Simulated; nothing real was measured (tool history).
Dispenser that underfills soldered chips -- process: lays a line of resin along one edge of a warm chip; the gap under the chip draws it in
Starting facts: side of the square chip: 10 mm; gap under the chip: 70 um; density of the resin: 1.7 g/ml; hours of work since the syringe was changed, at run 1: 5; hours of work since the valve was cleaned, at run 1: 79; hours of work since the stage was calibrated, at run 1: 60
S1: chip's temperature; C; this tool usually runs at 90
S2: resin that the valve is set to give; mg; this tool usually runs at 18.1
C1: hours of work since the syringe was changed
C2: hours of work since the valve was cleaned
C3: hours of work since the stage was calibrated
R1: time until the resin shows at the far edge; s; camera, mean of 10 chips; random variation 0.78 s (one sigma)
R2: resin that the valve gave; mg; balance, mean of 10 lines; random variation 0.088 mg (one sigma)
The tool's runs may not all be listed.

Run 1, day 0.000: usual settings; C1 5; C2 79; C3 60. Result: R1 91.2 s, R2 16.85 mg.
At day 0.033: new syringe of resin.
Run 2, day 0.188: usual settings; C1 3; C2 81; C3 63. Result: R1 83.3 s, R2 16.84 mg.
Run 3, day 0.296: usual settings but S1 93 C; C1 4; C2 83; C3 64. Result: R1 78.8 s, R2 16.75 mg.
At day 0.383: new syringe of resin.
Run 4, day 0.529: usual settings but S1 85 C; C1 2; C2 87; C3 68. Result: R1 96.3 s, R2 16.68 mg.
At day 0.721: new syringe of resin.
Run 5, day 0.725: usual settings but S1 97 C; C1 0; C2 90; C3 71. Result: R1 55.6 s, R2 16.66 mg.
Run 6, day 0.842: usual settings but S1 97 C; C1 2; C2 92; C3 73. Result: R1 61.1 s, R2 16.48 mg.
Run 7, day 0.988: usual settings but S1 97 C; C1 4; C2 94; C3 75. Result: R1 69.1 s, R2 16.57 mg.
At day 1.042: dispensing valve cleaned and set on the balance.
At day 1.104: new syringe of resin.
Run 8, day 1.158: usual settings but S1 97 C; C1 1; C2 2; C3 77. Result: R1 56.3 s, R2 18.07 mg.
Run 9, day 1.379: usual settings but S1 88 C; C1 5; C2 5; C3 81. Result: R1 92.3 s, R2 18.01 mg.
At day 1.446: new syringe of resin.
Run 10, day 1.542: usual settings but S1 88 C; C1 2; C2 8; C3 84. Result: R1 83.4 s, R2 17.86 mg.
Run 11, day 1.712: usual settings but S1 88 C; C1 4; C2 11; C3 86. Result: R1 95.8 s, R2 17.90 mg.
At day 1.783: new syringe of resin.
Run 12, day 1.842: usual settings but S1 97 C; C1 1; C2 13; C3 88. Result: R1 56.9 s, R2 17.98 mg.
Run 13, day 2.054: usual settings but S1 97 C; C1 4; C2 16; C3 92. Result: R1 68.6 s, R2 17.70 mg.
At day 2.125: new syringe of resin.
Run 14, day 2.233: usual settings but S1 97 C; C1 2; C2 19; C3 94. Result: R1 56.6 s, R2 17.80 mg.
Run 15, day 2.433: usual settings but S1 77 C; C1 5; C2 22; C3 98. Result: R1 150.8 s, R2 17.79 mg.
At day 2.483: new syringe of resin.
Run 16, day 2.650: usual settings; C1 3; C2 26; C3 101. Result: R1 80.2 s, R2 17.54 mg.
Run 17, day 2.754: usual settings; C1 5; C2 27; C3 103. Result: R1 87.6 s, R2 17.68 mg.
At day 2.825: new syringe of resin.
Run 18, day 2.904: usual settings; C1 1; C2 30; C3 105. Result: R1 73.0 s, R2 17.51 mg.
Run 19, day 3.138: usual settings but S1 86 C, S2 22.0 mg; C1 5; C2 33; C3 109. Result: R1 100.9 s, R2 21.35 mg.
At day 3.167: new syringe of resin.
Run 20, day 3.304: usual settings but S1 95 C, S2 22.8 mg; C1 2; C2 36; C3 112. Result: R1 63.8 s, R2 21.88 mg.
Run 21, day 3.454: usual settings but S1 101 C, S2 20.5 mg; C1 5; C2 38; C3 114. Result: R1 57.7 s, R2 19.70 mg.
At day 3.508: new syringe of resin.
Run 22, day 3.621: usual settings but S1 77 C, S2 18.7 mg; C1 2; C2 41; C3 117. Result: R1 128.9 s, R2 18.16 mg.
Run 23, day 3.788: usual settings but S1 77 C, S2 18.7 mg; C1 5; C2 44; C3 119. Result: R1 146.4 s, R2 17.86 mg.
At day 3.850: new syringe of resin.
Run 24, day 4.017: usual settings but S1 77 C, S2 18.7 mg; C1 3; C2 47; C3 123. Result: R1 134.8 s, R2 17.86 mg.
Run 25, day 4.162: usual settings but S1 77 C, S2 18.7 mg; C1 5; C2 50; C3 125. Result: R1 152.0 s, R2 17.83 mg.
At day 4.192: new syringe of resin.
Run 26, day 4.283: usual settings but S1 77 C, S2 18.7 mg; C1 1; C2 52; C3 127. Result: R1 124.5 s, R2 17.79 mg.
At day 4.529: new syringe of resin.
Run 27, day 4.529: usual settings but S1 87 C, S2 16.2 mg; C1 0; C2 55; C3 131. Result: R1 83.6 s, R2 15.35 mg.
Run 28, day 4.642: usual settings but S1 102 C, S2 22.3 mg; C1 2; C2 57; C3 133. Result: R1 48.3 s, R2 20.80 mg.
Run 29, day 4.804: usual settings but S2 18.8 mg; C1 5; C2 60; C3 136. Result: R1 86.5 s, R2 17.75 mg.
At day 4.883: new syringe of resin.
Run 30, day 4.971: usual settings but S2 18.8 mg; C1 1; C2 62; C3 138. Result: R1 76.3 s, R2 17.72 mg.
Run 31, day 5.075: usual settings but S1 98 C, S2 20.9 mg; C1 3; C2 64; C3 140. Result: R1 58.6 s, R2 19.57 mg.
At day 5.238: new syringe of resin.
Run 32, day 5.325: usual settings but S1 96 C, S2 20.6 mg; C1 1; C2 68; C3 144. Result: R1 57.9 s, R2 19.32 mg.
Run 33, day 5.542: usual settings but S1 86 C, S2 21.9 mg; C1 5; C2 72; C3 147. Result: R1 100.3 s, R2 20.29 mg.
At day 5.575: new syringe of resin.
Run 34, day 5.775: usual settings but S1 92 C, S2 20.1 mg; C1 3; C2 75; C3 151. Result: R1 75.4 s, R2 18.62 mg.
At day 5.921: new syringe of resin.
Run 35, day 5.938: usual settings but S1 92 C, S2 20.1 mg; C1 0; C2 78; C3 153. Result: R1 64.1 s, R2 18.64 mg.

Measured minus without-hidden-state, run by run (identical run-to-run variation in each term; gauge scatter may differ):
What the log doesn't record here: resin's viscosity, % of fresh resin's; dose that the valve gives, % of what is set; true chip temperature over the reading, C; drift of the gauge itself on fill_s, %; drift of the gauge itself on given_mg, %.
run     R1     R2
  1  +20.5  -1.26
  2  +10.5  -1.31
  3  +15.8  -1.35
  4  +10.1  -1.40
  5   +0.2  -1.46
  6   +5.8  -1.48
  7  +13.5  -1.53
  8   +1.4  -0.07
  9  +16.9  -0.13
 10   +5.5  -0.16
 11  +17.7  -0.22
 12   +1.5  -0.25
 13  +12.4  -0.30
 14   +2.7  -0.36
 15  +28.5  -0.41
 16   +9.3  -0.46
 17  +16.4  -0.50
 18   +1.9  -0.53
 19  +19.4  -0.73
 20   +4.7  -0.80
 21  +10.6  -0.77
 22   +7.6  -0.75
 23  +26.2  -0.79
 24  +15.0  -0.87
 25  +31.9  -0.90
 26   +4.4  -0.93
 27   -0.7  -0.87
 28   +3.4  -1.23
 29  +16.2  -1.09
 30   +3.1  -1.13
 31   +6.8  -1.30
 32   +1.2  -1.36
 33  +17.6  -1.51
 34   +8.8  -1.45
 35   -1.4  -1.50
